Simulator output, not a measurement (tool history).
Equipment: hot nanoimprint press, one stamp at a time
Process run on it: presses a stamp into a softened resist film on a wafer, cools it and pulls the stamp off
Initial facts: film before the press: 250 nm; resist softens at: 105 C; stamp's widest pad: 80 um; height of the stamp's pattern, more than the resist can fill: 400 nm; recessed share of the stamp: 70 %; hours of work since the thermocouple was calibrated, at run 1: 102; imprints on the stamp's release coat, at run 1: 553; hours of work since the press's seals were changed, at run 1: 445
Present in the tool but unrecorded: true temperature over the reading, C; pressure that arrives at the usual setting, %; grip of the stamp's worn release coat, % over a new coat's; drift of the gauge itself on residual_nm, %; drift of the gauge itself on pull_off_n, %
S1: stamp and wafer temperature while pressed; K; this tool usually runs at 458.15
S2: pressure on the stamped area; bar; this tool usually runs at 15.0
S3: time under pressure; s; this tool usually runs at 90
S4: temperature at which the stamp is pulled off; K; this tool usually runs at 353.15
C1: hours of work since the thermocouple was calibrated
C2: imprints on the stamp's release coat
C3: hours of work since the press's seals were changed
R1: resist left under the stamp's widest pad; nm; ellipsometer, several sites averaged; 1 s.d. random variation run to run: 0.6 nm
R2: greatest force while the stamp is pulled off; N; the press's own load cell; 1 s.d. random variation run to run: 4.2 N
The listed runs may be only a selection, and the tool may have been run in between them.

run   hour      S1    S2  S3      S4   C1   C2   C3     R1   R2
  1    0.0  458.15  15.0  90  353.15  102  553  445  125.9  205
  2   17.4  458.15  15.0  90  353.15  114  636  456  125.7  216
  3   37.4  458.15  15.0  90  353.15  127  732  470  125.2  203
  4   51.2  463.15  15.0  90  353.15  137  797  479  113.5  206
  5   64.7  458.15  15.0  90  353.15  146  862  488  125.7  217
  6   78.7  458.15  15.0  90  353.15  155  929  497  126.0  211
      88.6  -- stamp cleaned and given a new release coat
  7  106.2  458.15  15.0  90  353.15  170   84  512  125.6  204
  8  124.8  458.15  15.0  90  353.15  182  173  524  125.4  208
  9  137.9  458.15  15.0  90  353.15  191  236  533  126.7  215
 10  157.5  458.15  15.0  90  353.15  204  329  546  125.5  204
 11  167.6  458.15  15.0  90  353.15  211  377  553  125.7  210
 12  182.9  458.15  15.0  90  353.15  221  451  563  126.1  208
 13  193.8  458.15   9.7  90  353.15  228  503  570  157.3  207
 14  214.7  458.15   9.7  90  353.15  242  603  584  156.4  208

Predict the results of run 15:
 15  232.2  458.15  14.9  90  353.15  254  686  596   ?   ?

{"run 15": {"R1": 125.2, "R2": 210}}
Minus the tool's unlogged condition, the same run would have read R1 125.0 nm, R2 209 N.
